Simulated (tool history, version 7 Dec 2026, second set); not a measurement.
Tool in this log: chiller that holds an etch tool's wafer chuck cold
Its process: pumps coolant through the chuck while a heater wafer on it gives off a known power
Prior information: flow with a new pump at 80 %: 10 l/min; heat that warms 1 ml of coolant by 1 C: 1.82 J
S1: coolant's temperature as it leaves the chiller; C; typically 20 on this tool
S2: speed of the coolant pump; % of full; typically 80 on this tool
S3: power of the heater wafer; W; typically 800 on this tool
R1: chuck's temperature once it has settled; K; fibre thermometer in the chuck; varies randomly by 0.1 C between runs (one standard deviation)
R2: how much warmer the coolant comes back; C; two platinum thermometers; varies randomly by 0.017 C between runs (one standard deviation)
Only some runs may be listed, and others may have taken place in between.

{"run": 1, "hour": 0.0, "S1": 20, "S2": 80, "S3": 800, "R1": 300.65, "R2": 2.84}
{"run": 2, "hour": 96.5, "S1": 20, "S2": 80, "S3": 800, "R1": 300.95, "R2": 2.8}
{"run": 3, "hour": 194.3, "S1": 20, "S2": 80, "S3": 800, "R1": 300.95, "R2": 2.84}
{"hour": 307.8, "done": "coolant changed, channels flushed"}
{"run": 4, "hour": 348.9, "S1": 20, "S2": 80, "S3": 800, "R1": 300.05, "R2": 2.82}
{"run": 5, "hour": 449.2, "S1": 20, "S2": 80, "S3": 800, "R1": 300.05, "R2": 2.85}
{"run": 6, "hour": 561.7, "S1": 20, "S2": 80, "S3": 800, "R1": 300.35, "R2": 2.86}
{"run": 7, "hour": 717.3, "S1": 29, "S2": 80, "S3": 800, "R1": 309.25, "R2": 2.87}
{"run": 8, "hour": 785.4, "S1": 29, "S2": 80, "S3": 800, "R1": 309.35, "R2": 2.86}
{"run": 9, "hour": 881.4, "S1": 20, "S2": 80, "S3": 800, "R1": 300.45, "R2": 2.89}
{"run": 10, "hour": 983.1, "S1": 20, "S2": 80, "S3": 800, "R1": 300.45, "R2": 2.88}
{"run": 11, "hour": 1070.4, "S1": 20, "S2": 80, "S3": 800, "R1": 300.55, "R2": 2.89}
{"run": 12, "hour": 1149.3, "S1": 20, "S2": 80, "S3": 800, "R1": 300.45, "R2": 2.91}
{"run": 13, "hour": 1265.6, "S1": 20, "S2": 80, "S3": 800, "R1": 300.55, "R2": 2.88}
{"run": 14, "hour": 1411.9, "S1": 20, "S2": 86, "S3": 800, "R1": 300.35, "R2": 2.66}
{"hour": 1466.6, "done": "coolant pump overhauled"}
{"run": 15, "hour": 1497.0, "S1": 20, "S2": 80, "S3": 800, "R1": 300.45, "R2": 2.64}
{"hour": 1619.2, "done": "chiller's thermometer calibrated"}
{"run": 16, "hour": 1626.0, "S1": 15, "S2": 80, "S3": 800, "R1": 294.35, "R2": 2.62}
{"run": 17, "hour": 1726.7, "S1": 15, "S2": 80, "S3": 800, "R1": 294.55, "R2": 2.65}
{"run": 18, "hour": 1846.6, "S1": 15, "S2": 80, "S3": 800, "R1": 294.65, "R2": 2.64}
{"run": 19, "hour": 1917.9, "S1": 15, "S2": 70, "S3": 858, "R1": 295.85, "R2": 3.26}
{"run": 20, "hour": 2052.4, "S1": 15, "S2": 64, "S3": 418, "R1": 292.35, "R2": 1.78}
{"run": 21, "hour": 2152.1, "S1": 27, "S2": 67, "S3": 924, "R1": 308.85, "R2": 3.72}
{"run": 22, "hour": 2221.2, "S1": 27, "S2": 85, "S3": 1100, "R1": 308.75, "R2": 3.43}
{"run": 23, "hour": 2330.7, "S1": 20, "S2": 80, "S3": 605, "R1": 298.25, "R2": 2.01}
{"run": 24, "hour": 2458.3, "S1": 14, "S2": 93, "S3": 800, "R1": 293.35, "R2": 2.27}
{"run": 25, "hour": 2593.8, "S1": 19, "S2": 97, "S3": 547, "R1": 296.45, "R2": 1.49}
{"run": 26, "hour": 2720.5, "S1": 19, "S2": 97, "S3": 547, "R1": 296.45, "R2": 1.52}
{"run": 27, "hour": 2821.7, "S1": 13, "S2": 67, "S3": 1000, "R1": 295.85, "R2": 4.07}
{"run": 28, "hour": 2971.7, "S1": 20, "S2": 79, "S3": 833, "R1": 300.85, "R2": 2.84}
{"run": 29, "hour": 3092.9, "S1": 20, "S2": 79, "S3": 833, "R1": 301.05, "R2": 2.83}
{"run": 30, "hour": 3250.4, "S1": 20, "S2": 71, "S3": 833, "R1": 301.35, "R2": 3.2}
{"run": 31, "hour": 3357.4, "S1": 13, "S2": 64, "S3": 833, "R1": 295.15, "R2": 3.6}

For each run, the measured value with the value that run would have given without the tool's hidden condition subtracted. The run-to-run variation is shared by both, the gauge scatter possibly not:
Hidden state at play: heat passed by the chuck's channels, % of clean ones'; flow at a given pump speed, % of a new pump's; coolant's true temperature over the reading, C; drift of the gauge itself on chuck_c, C; drift of the gauge itself on warmer_back_c, C.
run=1 R1=+1.80 R2=+0.19
run=2 R1=+1.80 R2=+0.20
run=3 R1=+2.00 R2=+0.20
run=4 R1=+1.00 R2=+0.21
run=5 R1=+1.10 R2=+0.21
run=6 R1=+1.20 R2=+0.21
run=7 R1=+1.30 R2=+0.22
run=8 R1=+1.30 R2=+0.23
run=9 R1=+1.30 R2=+0.24
run=10 R1=+1.40 R2=+0.24
run=11 R1=+1.50 R2=+0.25
run=12 R1=+1.50 R2=+0.25
run=13 R1=+1.60 R2=+0.25
run=14 R1=+1.60 R2=+0.25
run=15 R1=+1.30 R2=-0.01
run=16 R1=+0.40 R2=+0.00
run=17 R1=+0.40 R2=+0.00
run=18 R1=+0.50 R2=+0.01
run=19 R1=+0.60 R2=+0.01
run=20 R1=+0.40 R2=+0.01
run=21 R1=+0.90 R2=+0.03
run=22 R1=+1.00 R2=+0.03
run=23 R1=+0.70 R2=+0.02
run=24 R1=+0.90 R2=+0.03
run=25 R1=+0.70 R2=+0.02
run=26 R1=+0.80 R2=+0.02
run=27 R1=+1.50 R2=+0.08
run=28 R1=+1.30 R2=+0.06
run=29 R1=+1.40 R2=+0.06
run=30 R1=+1.50 R2=+0.08
run=31 R1=+1.80 R2=+0.10

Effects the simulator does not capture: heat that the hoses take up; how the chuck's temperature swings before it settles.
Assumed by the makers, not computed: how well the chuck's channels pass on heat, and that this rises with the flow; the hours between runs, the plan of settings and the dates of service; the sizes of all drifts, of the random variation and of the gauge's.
